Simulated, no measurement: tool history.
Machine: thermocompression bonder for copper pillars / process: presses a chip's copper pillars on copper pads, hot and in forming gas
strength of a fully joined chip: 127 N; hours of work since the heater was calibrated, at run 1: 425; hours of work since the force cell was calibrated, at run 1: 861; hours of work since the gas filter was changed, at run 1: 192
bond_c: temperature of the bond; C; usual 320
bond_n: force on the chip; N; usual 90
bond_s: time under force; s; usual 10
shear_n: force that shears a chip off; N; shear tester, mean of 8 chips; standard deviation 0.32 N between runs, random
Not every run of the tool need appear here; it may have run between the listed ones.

run      day  bond_c  bond_n  bond_s  hours of work since the heater was calibrated  hours of work since the force cell was calibrated  hours of work since the gas filter was changed  shear_n
  1        0     320      90      10                                            425                                                861                                             192     65.3
  2    2.183     320      86      10                                            453                                                890                                             221     62.3
  3    5.929     320      86      10                                            502                                                939                                             270     61.6
  4    7.688     320      90      13                                            525                                                962                                             293     70.1
  5   11.633     320      90      13                                            577                                               1013                                             344     70.2
      13.671  -- forming gas filter changed
  6   15.488     320      90      13                                            627                                               1063                                              24     74.1
  7   18.542     320      90      13                                            666                                               1103                                              64     73.3
  8   20.804     320      90      10                                            696                                               1133                                              93     67.9
  9       23     320      90      10                                            725                                               1161                                             122     67.2
 10   24.929     320      81      10                                            750                                               1186                                             147     60.1
 11   28.542     320      81      10                                            797                                               1234                                             194     60.1
 12   32.208     320      81      10                                            845                                               1282                                             242     59.6
      32.504  -- heater calibrated with a thermocouple chip
 13   36.062     320      98      10                                             46                                               1331                                             291     72.6
 14   38.792     320      98      10                                             82                                               1367                                             327     72.1
      42.175  -- forming gas filter changed
 15   42.762     320      98      10                                            134                                               1418                                               8     76.9
      46.088  -- heater calibrated with a thermocouple chip, once more
 16   46.304     320      90      10                                              3                                               1463                                              53     66.2
 17   48.392     320      90      10                                             30                                               1491                                              80     65.7
 18   51.217     320      90      10                                             67                                               1528                                             117     65.5
 19   53.858     320      61      10                                            102                                               1562                                             152       43
 20   57.008     320      90      10                                            143                                               1603                                             193     65.4
 21   59.912     320      90      10                                            181                                               1641                                             231     65.1
 22   62.042     320      90      10                                            208                                               1669                                             258     64.7
 23   65.175     320      90      13                                            249                                               1710                                             299     70.6
 24   69.054     293     119       6                                            300                                               1761                                             350     54.1
      70.512  -- forming gas filter changed
 25   72.933     293      72       6                                            350                                               1811                                              32     32.3
 26   75.779     293      61       6                                            388                                               1848                                              69     25.9
 27   78.379     290     106      10                                            422                                               1882                                             103     59.6
 28     80.6     290     106      10                                            451                                               1911                                             132     58.9
 29   83.617     318     104       7                                            490                                               1951                                             171     67.7
 30   85.375     320      95      20                                            513                                               1973                                             194     85.9
 31   88.729     293      95      10                                            557                                               2017                                             238     53.9
 32   90.571     329      95      10                                            581                                               2041                                             262       76
 33   92.158     316      66      10                                            602                                               2062                                             283       46
      95.446  -- force cell calibrated
 34   95.608     316      66      10                                            646                                                  2                                             327     44.5
 35   97.829     320     118      10                                            675                                                 31                                             356     80.9
      98.908  -- forming gas filter changed
 36  100.058     320      73      25                                            704                                                 60                                              15     74.6
 37   102.25     320      73      25                                            732                                                 89                                              44     74.6
 38  104.658     332      93       9                                            764                                                120                                              75     74.9
 39  108.429     332      93       9                                            813                                                169                                             124     73.9
 40  110.212     327     128      25                                            836                                                193                                             148    111.2

What if the next run were any one of these 3? Each begins from the tool's condition after run 40:
  A  113.3     341      90       5                                            877                                                233                                             188        ?
  B  113.3     327     128      18                                            877                                                233                                             188        ?
  C  113.3     320      84       8                                            877                                                233                                             188        ?

run  shear_n
  A     63.9
  B      105
  C     57.9
Without the tool's hidden state the same runs would have given:
run  shear_n
  A     62.1
  B    105.2
  C     55.9
